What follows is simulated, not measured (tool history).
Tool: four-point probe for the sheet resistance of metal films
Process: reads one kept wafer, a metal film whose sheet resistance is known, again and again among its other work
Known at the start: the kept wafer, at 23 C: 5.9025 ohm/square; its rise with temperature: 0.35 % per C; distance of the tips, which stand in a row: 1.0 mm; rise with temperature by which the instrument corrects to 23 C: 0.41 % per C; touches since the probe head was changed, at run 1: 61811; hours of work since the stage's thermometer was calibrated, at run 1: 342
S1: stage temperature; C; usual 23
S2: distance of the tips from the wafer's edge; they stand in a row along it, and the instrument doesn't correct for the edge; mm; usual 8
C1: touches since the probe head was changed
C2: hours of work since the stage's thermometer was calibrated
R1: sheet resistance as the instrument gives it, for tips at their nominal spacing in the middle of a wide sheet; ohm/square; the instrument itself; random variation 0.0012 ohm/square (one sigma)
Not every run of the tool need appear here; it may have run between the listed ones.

{"run": 1, "hour": 0.0, "S1": 23, "S2": 8, "C1": 61811, "C2": 342, "R1": 5.952795}
{"run": 2, "hour": 89.9, "S1": 25, "S2": 8, "C1": 63059, "C2": 387, "R1": 5.941031}
{"run": 3, "hour": 218.2, "S1": 25, "S2": 8, "C1": 64837, "C2": 450, "R1": 5.946356}
{"run": 4, "hour": 278.6, "S1": 27, "S2": 8, "C1": 65675, "C2": 480, "R1": 5.937012}
{"run": 5, "hour": 350.1, "S1": 23, "S2": 8, "C1": 66666, "C2": 515, "R1": 5.95031}
{"run": 6, "hour": 435.7, "S1": 23, "S2": 8, "C1": 67853, "C2": 557, "R1": 5.951398}
{"run": 7, "hour": 538.1, "S1": 21, "S2": 8, "C1": 69273, "C2": 608, "R1": 5.958313}
{"run": 8, "hour": 590.8, "S1": 21, "S2": 8, "C1": 70004, "C2": 634, "R1": 5.958953}
{"run": 9, "hour": 712.0, "S1": 21, "S2": 8, "C1": 71685, "C2": 694, "R1": 5.957392}
{"run": 10, "hour": 812.3, "S1": 21, "S2": 8, "C1": 73075, "C2": 743, "R1": 5.961044}
{"run": 11, "hour": 917.7, "S1": 24, "S2": 8, "C1": 74538, "C2": 795, "R1": 5.948131}
{"run": 12, "hour": 1016.6, "S1": 30, "S2": 8, "C1": 75908, "C2": 844, "R1": 5.928513}
{"run": 13, "hour": 1144.9, "S1": 30, "S2": 8, "C1": 77688, "C2": 907, "R1": 5.92695}
{"run": 14, "hour": 1246.5, "S1": 30, "S2": 8, "C1": 79097, "C2": 957, "R1": 5.926789}
{"run": 15, "hour": 1333.0, "S1": 23, "S2": 14, "C1": 80295, "C2": 1000, "R1": 5.91787}
{"run": 16, "hour": 1456.6, "S1": 23, "S2": 50, "C1": 82009, "C2": 1061, "R1": 5.902129}
{"run": 17, "hour": 1555.3, "S1": 23, "S2": 50, "C1": 83379, "C2": 1110, "R1": 5.904786}
{"run": 18, "hour": 1644.9, "S1": 23, "S2": 50, "C1": 84621, "C2": 1154, "R1": 5.903794}
{"run": 19, "hour": 1763.4, "S1": 23, "S2": 50, "C1": 86264, "C2": 1213, "R1": 5.905271}
{"run": 20, "hour": 1843.9, "S1": 23, "S2": 69, "C1": 87381, "C2": 1252, "R1": 5.902183}
{"hour": 1940.9, "done": "stage's thermometer calibrated"}
{"run": 21, "hour": 1942.9, "S1": 23, "S2": 69, "C1": 88746, "C2": 1, "R1": 5.902836}
{"run": 22, "hour": 2017.0, "S1": 23, "S2": 69, "C1": 89774, "C2": 38, "R1": 5.904666}
{"run": 23, "hour": 2087.3, "S1": 23, "S2": 69, "C1": 90748, "C2": 72, "R1": 5.903206}
{"run": 24, "hour": 2171.4, "S1": 23, "S2": 26, "C1": 91916, "C2": 114, "R1": 5.908078}
{"run": 25, "hour": 2269.4, "S1": 23, "S2": 26, "C1": 93274, "C2": 162, "R1": 5.908209}
{"run": 26, "hour": 2369.7, "S1": 21, "S2": 26, "C1": 94665, "C2": 212, "R1": 5.912905}
{"run": 27, "hour": 2442.4, "S1": 35, "S2": 5, "C1": 95673, "C2": 248, "R1": 5.984795}
{"run": 28, "hour": 2545.2, "S1": 35, "S2": 5, "C1": 97099, "C2": 298, "R1": 5.984005}
{"run": 29, "hour": 2628.7, "S1": 28, "S2": 6, "C1": 98257, "C2": 340, "R1": 5.973126}
{"run": 30, "hour": 2750.0, "S1": 21, "S2": 38, "C1": 99939, "C2": 399, "R1": 5.911275}
{"run": 31, "hour": 2878.6, "S1": 21, "S2": 3, "C1": 101723, "C2": 463, "R1": 6.239791}
{"run": 32, "hour": 2972.1, "S1": 24, "S2": 8, "C1": 103018, "C2": 509, "R1": 5.945925}
{"run": 33, "hour": 3087.3, "S1": 21, "S2": 3, "C1": 104616, "C2": 566, "R1": 6.239165}
{"run": 34, "hour": 3203.9, "S1": 22, "S2": 18, "C1": 106233, "C2": 623, "R1": 5.916247}
{"run": 35, "hour": 3323.9, "S1": 20, "S2": 63, "C1": 107897, "C2": 683, "R1": 5.915788}
{"run": 36, "hour": 3428.6, "S1": 28, "S2": 8, "C1": 109348, "C2": 734, "R1": 5.933294}
{"run": 37, "hour": 3534.7, "S1": 28, "S2": 8, "C1": 110820, "C2": 787, "R1": 5.931827}
{"run": 38, "hour": 3642.4, "S1": 30, "S2": 37, "C1": 112313, "C2": 840, "R1": 5.88041}
{"run": 39, "hour": 3748.2, "S1": 33, "S2": 5, "C1": 113781, "C2": 892, "R1": 5.990281}
{"run": 40, "hour": 3848.5, "S1": 33, "S2": 3, "C1": 115171, "C2": 942, "R1": 6.196555}
{"run": 41, "hour": 3932.1, "S1": 33, "S2": 41, "C1": 116330, "C2": 983, "R1": 5.871537}
{"run": 42, "hour": 4029.4, "S1": 33, "S2": 41, "C1": 117680, "C2": 1031, "R1": 5.870569}
{"run": 43, "hour": 4144.6, "S1": 33, "S2": 41, "C1": 119278, "C2": 1088, "R1": 5.869874}
{"run": 44, "hour": 4225.4, "S1": 23, "S2": 56, "C1": 120398, "C2": 1128, "R1": 5.90393}
{"run": 45, "hour": 4329.3, "S1": 29, "S2": 16, "C1": 121839, "C2": 1179, "R1": 5.892429}

Consider 4 possible next runs. They are alternatives, not a sequence: every one starts from the tool as it was left by run 45. What does each give?
{"run": "A", "hour": 4411.9, "S1": 21, "S2": 9, "C1": 122984, "C2": 1220, "R1": "?"}
{"run": "B", "hour": 4411.9, "S1": 29, "S2": 39, "C1": 122984, "C2": 1220, "R1": "?"}
{"run": "C", "hour": 4411.9, "S1": 19, "S2": 16, "C1": 122984, "C2": 1220, "R1": "?"}
{"run": "D", "hour": 4411.9, "S1": 18, "S2": 6, "C1": 122984, "C2": 1220, "R1": "?"}

run=A R1=5.948908
run=B R1=5.883499
run=C R1=5.92902
run=D R1=6.00682
Stripped of hidden state, with their random variation kept, the same runs would have yielded:
run=A R1=5.949473
run=B R1=5.884055
run=C R1=5.929584
run=D R1=6.007392

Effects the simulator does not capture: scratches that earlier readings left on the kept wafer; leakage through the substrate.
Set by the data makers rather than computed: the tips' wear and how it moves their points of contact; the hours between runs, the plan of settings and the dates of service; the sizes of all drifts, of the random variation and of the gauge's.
